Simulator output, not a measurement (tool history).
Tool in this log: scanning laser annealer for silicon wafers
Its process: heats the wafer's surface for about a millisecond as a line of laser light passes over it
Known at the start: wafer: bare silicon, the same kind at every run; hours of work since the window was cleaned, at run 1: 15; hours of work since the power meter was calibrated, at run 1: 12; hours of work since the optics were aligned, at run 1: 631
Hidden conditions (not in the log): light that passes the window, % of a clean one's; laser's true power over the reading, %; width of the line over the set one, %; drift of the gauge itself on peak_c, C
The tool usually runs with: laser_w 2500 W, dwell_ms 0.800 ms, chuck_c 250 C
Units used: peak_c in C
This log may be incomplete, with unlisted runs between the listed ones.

run	hour	laser_w	dwell_ms	chuck_c	hours of work since the window was cleaned	hours of work since the power meter was calibrated	hours of work since the optics were aligned	peak_c
1	0.0	2500	0.800	250	15	12	631	1081
2	18.9	2500	0.800	250	29	26	645	1080
3	39.0	2500	0.800	248	44	41	660	1075
4	57.8	2500	0.800	250	58	55	674	1077
5	74.5	2500	0.800	250	71	67	687	1078
6	84.4	2500	0.800	250	78	75	694	1078
7	98.2	2500	0.800	250	88	85	704	1074
8	106.4	2500	0.800	250	94	91	711	1074
9	124.8	2500	0.563	250	108	105	724	949
10	141.5	2500	0.800	234	120	117	737	1061
11	158.1	2431	0.800	250	133	129	749	1054
12	168.2	2500	0.800	250	140	137	756	1075
13	182.6	2500	0.800	212	151	148	767	1039
14	194.0	2500	0.800	250	159	156	776	1078
15	212.2	2500	0.800	250	173	170	789	1078
16	223.1	2500	0.800	250	181	178	797	1081
17	242.6	2500	0.800	250	196	192	812	1078
18	253.1	2559	0.800	250	203	200	820	1095
19	261.2	2500	0.800	250	209	206	826	1078
# hour 284.6: optics aligned, line set to its width
20	285.9	2500	0.800	250	224	221	1	1077
21	295.3	2500	0.800	250	231	228	8	1075
22	308.3	2204	0.692	250	241	237	18	938
23	319.0	2204	0.904	250	249	245	26	1034
24	327.6	2141	0.571	231	255	252	32	840
25	336.5	2141	0.571	231	262	258	39	840
26	349.4	2139	0.863	261	271	268	48	1002
27	361.2	2139	0.863	261	280	277	57	1001
28	374.0	2462	0.726	259	289	286	66	1035
29	382.5	2260	0.994	236	296	292	73	1072
30	396.4	2397	0.600	255	306	303	83	949
31	405.5	2324	0.800	250	313	309	90	1025
32	422.3	2256	0.594	285	325	322	102	935
33	434.4	2256	0.594	285	334	331	111	937
34	450.4	2188	0.888	237	346	343	123	1004
35	465.3	2188	0.888	237	357	354	134	1007
36	478.8	2188	0.888	237	367	364	144	1005
37	496.2	2188	0.888	221	380	377	157	989
# hour 504.4: window over the wafer cleaned
38	517.2	2188	0.888	221	9	391	171	988
39	533.4	2500	0.661	223	22	403	183	980
40	547.3	2500	0.661	223	32	413	194	981
41	562.8	2185	0.567	226	43	425	205	843
42	573.0	2410	0.804	253	51	432	213	1056

For each entry between runs, how does the tool's hidden state at the last listed run before it compare with that at the first listed run after it?
Between runs 19 and 20: optics aligned, line set to its width (hour 284.6)
  light that passes the window, % of a clean one's: 99.9 -> 99.89; width of the line over the set one, %: 0.15 -> 0
Between runs 37 and 38: window over the wafer cleaned (hour 504.4)
  light that passes the window, % of a clean one's: 99.82 -> 100; width of the line over the set one, %: 0.03 -> 0.04

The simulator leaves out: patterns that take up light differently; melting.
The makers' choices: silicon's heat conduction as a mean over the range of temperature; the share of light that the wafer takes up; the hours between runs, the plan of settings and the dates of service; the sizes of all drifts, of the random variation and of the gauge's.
